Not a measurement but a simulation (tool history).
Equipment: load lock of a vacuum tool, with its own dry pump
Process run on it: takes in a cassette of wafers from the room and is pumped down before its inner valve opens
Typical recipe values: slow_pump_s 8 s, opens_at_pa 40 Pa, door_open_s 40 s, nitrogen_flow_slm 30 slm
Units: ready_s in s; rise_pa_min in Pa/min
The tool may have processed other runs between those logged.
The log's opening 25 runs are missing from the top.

run	hour	slow_pump_s	opens_at_pa	door_open_s	nitrogen_flow_slm	hours that the pump has run since its overhaul	times that the door has closed on its seal	incoming humidity of the room's air, %	ready_s	rise_pa_min
# hour 11003.1: door's seal changed, seat wiped
26	11317.9	8	40	108	30	14530	1207	43.7	16.2	0.034
27	11618.2	9	40	88	30	14830	2358	44.8	17.2	0.046
28	12115.3	9	61	112	21	15328	4263	43.3	16.7	0.066
29	12663.9	8	43	40	30	15876	6366	45.8	16.4	0.078
30	12954.6	8	43	144	30	16167	7480	44.7	16.7	0.091
31	13249.1	8	43	144	30	16461	8609	44.0	16.2	0.101
32	13669.4	8	43	144	30	16882	10220	41.7	16.7	0.115
33	14208.2	9	30	144	4	17420	12285	47.3	17.7	0.184
34	14688.7	9	30	144	4	17901	14126	46.9	17.9	0.209
35	15219.3	5	40	70	30	18432	16160	45.0	14.5	0.209
36	15578.5	5	40	70	30	18791	17537	44.6	14.8	0.232
37	15923.0	5	59	70	30	19135	18857	49.0	14.4	0.255

Branching from run 37: 3 alternative next runs. What would each branch give?
A	16196.3	8	34	149	8	19409	19905	46.1	?	?
B	16196.3	8	43	56	41	19409	19905	42.9	?	?
C	16196.3	15	40	40	30	19409	19905	42.9	?	?

run	ready_s	rise_pa_min
A	17.3	0.303
B	16.4	0.274
C	21.8	0.281
Without the tool's hidden state the same runs would have given:
run	ready_s	rise_pa_min
A	15.3	0.055
B	14.5	0.020
C	20.3	0.027
